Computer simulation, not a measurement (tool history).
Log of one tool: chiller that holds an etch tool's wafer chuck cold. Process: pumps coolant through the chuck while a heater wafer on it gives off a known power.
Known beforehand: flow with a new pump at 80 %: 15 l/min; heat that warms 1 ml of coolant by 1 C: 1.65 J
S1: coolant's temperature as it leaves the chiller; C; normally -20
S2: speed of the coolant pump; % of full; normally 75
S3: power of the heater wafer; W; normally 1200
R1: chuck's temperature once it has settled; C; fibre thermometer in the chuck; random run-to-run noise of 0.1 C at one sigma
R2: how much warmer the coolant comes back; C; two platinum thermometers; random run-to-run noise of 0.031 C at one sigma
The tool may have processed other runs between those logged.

run    hour   S1   S2    S3     R1    R2
  1       0  -20   75  1200   -9.8  3.11
  2   135.7  -20   75  1200   -9.9  3.09
  3   264.6  -20   64  1200   -8.7  3.65
  4   326.8  -15   75  1200   -4.7   3.1
  5   452.2  -20   75   704    -14  1.83
  6   536.6  -20   75   704  -13.9  1.79
  7   655.4  -15   75  1200   -4.9  3.13
  8   772.7  -20   96  1200  -11.3   2.4
      825.2  -- chiller's thermometer calibrated
  9   841.6  -20   96  1200  -11.4   2.4
 10   912.8  -20   96  1200  -11.3  2.42
 11   978.3  -16  100  1132   -8.2  2.14
 12    1098  -23   84   637    -18  1.48
 13  1172.8  -11   67  1427    2.1  4.12
 14  1270.3  -13   62   635   -6.7  2.02
 15  1382.9  -27   93   729  -21.7  1.47

Branching from run 15: 5 alternative next runs. What would each branch give?
  A  1443.8  -27  93   625   ?   ?
  B  1443.8  -13  70   851   ?   ?
  C  1443.8  -20  67  1317   ?   ?
  D  1443.8  -15  80   729   ?   ?
  E  1443.8  -21  89  1544   ?   ?

run     R1    R2
  A  -22.4   1.3
  B   -5.2  2.37
  C   -7.8  3.81
  D   -8.9  1.81
  E   -9.4  3.38
What these runs would have given with no unlogged condition in the tool:
run     R1    R2
  A  -22.4  1.29
  B   -5.3  2.36
  C   -7.9   3.8
  D   -8.9   1.8
  E   -9.4  3.37
